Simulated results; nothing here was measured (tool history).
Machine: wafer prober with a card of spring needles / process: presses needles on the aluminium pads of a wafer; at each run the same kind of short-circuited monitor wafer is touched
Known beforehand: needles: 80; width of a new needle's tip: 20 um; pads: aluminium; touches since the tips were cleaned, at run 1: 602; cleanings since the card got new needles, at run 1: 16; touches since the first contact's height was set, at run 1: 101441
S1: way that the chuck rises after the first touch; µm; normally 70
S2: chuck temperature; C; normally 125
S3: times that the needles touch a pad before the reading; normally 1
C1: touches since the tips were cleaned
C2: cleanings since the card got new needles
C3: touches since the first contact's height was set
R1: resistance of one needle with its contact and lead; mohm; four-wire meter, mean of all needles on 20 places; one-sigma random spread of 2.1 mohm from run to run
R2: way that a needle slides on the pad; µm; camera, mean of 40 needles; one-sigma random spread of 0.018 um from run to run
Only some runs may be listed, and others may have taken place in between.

run 1 hour=0 | S1=70 S2=125 S3=1 | C1=602 C2=16 C3=101441 | R1=267 R2=10.67
run 2 hour=7 | S1=73 S2=125 S3=1 | C1=2320 C2=16 C3=103159 | R1=311 R2=11.12
run 3 hour=14.4 | S1=73 S2=125 S3=1 | C1=4132 C2=16 C3=104971 | R1=339 R2=11.09
-- hour=19.7 tips cleaned on abrasive film
run 4 hour=20.5 | S1=70 S2=43 S3=1 | C1=199 C2=17 C3=106437 | R1=237 R2=10.65
run 5 hour=28.6 | S1=70 S2=125 S3=1 | C1=2172 C2=17 C3=108410 | R1=309 R2=10.63
run 6 hour=36.7 | S1=70 S2=125 S3=1 | C1=4141 C2=17 C3=110379 | R1=346 R2=10.61
-- hour=42.5 tips cleaned on abrasive film
run 7 hour=43.4 | S1=70 S2=125 S3=1 | C1=208 C2=18 C3=111989 | R1=253 R2=10.64
run 8 hour=50 | S1=70 S2=125 S3=1 | C1=1829 C2=18 C3=113610 | R1=299 R2=10.62
run 9 hour=55 | S1=70 S2=125 S3=1 | C1=3061 C2=18 C3=114842 | R1=327 R2=10.65
run 10 hour=63.9 | S1=66 S2=85 S3=2 | C1=5227 C2=18 C3=117008 | R1=316 R2=10.01
-- hour=64.5 tips cleaned on abrasive film
run 11 hour=71.3 | S1=70 S2=58 S3=1 | C1=1649 C2=19 C3=118786 | R1=295 R2=10.62
run 12 hour=78.4 | S1=70 S2=58 S3=1 | C1=3387 C2=19 C3=120524 | R1=337 R2=10.63
run 13 hour=85 | S1=70 S2=58 S3=1 | C1=5011 C2=19 C3=122148 | R1=358 R2=10.62
-- hour=86.9 tips cleaned on abrasive film
run 14 hour=91.5 | S1=69 S2=33 S3=1 | C1=1125 C2=20 C3=123705 | R1=272 R2=10.43
run 15 hour=98.8 | S1=85 S2=54 S3=2 | C1=2906 C2=20 C3=125486 | R1=256 R2=12.92
run 16 hour=107.1 | S1=71 S2=125 S3=2 | C1=4934 C2=20 C3=127514 | R1=308 R2=10.73
-- hour=109.5 tips cleaned on abrasive film
run 17 hour=115.7 | S1=71 S2=125 S3=2 | C1=1522 C2=21 C3=129604 | R1=270 R2=10.75

Had the tool no unlogged condition, and each run kept its random variation, what would the results have been?
Hidden state present: debris on the tips, nm; way that the needles fall short of the set height, um; tips' diameter, um; drift of the gauge itself on contact_mohm, %; drift of the gauge itself on scrub_um, %.
run=1 R1=235 R2=10.81
run=2 R1=239 R2=11.26
run=3 R1=238 R2=11.23
run=4 R1=219 R2=10.8
run=5 R1=236 R2=10.79
run=6 R1=238 R2=10.77
run=7 R1=236 R2=10.8
run=8 R1=234 R2=10.78
run=9 R1=236 R2=10.81
run=10 R1=228 R2=10.17
run=11 R1=223 R2=10.79
run=12 R1=224 R2=10.8
run=13 R1=222 R2=10.79
run=14 R1=217 R2=10.61
run=15 R1=216 R2=13.1
run=16 R1=239 R2=10.9
run=17 R1=238 R2=10.93
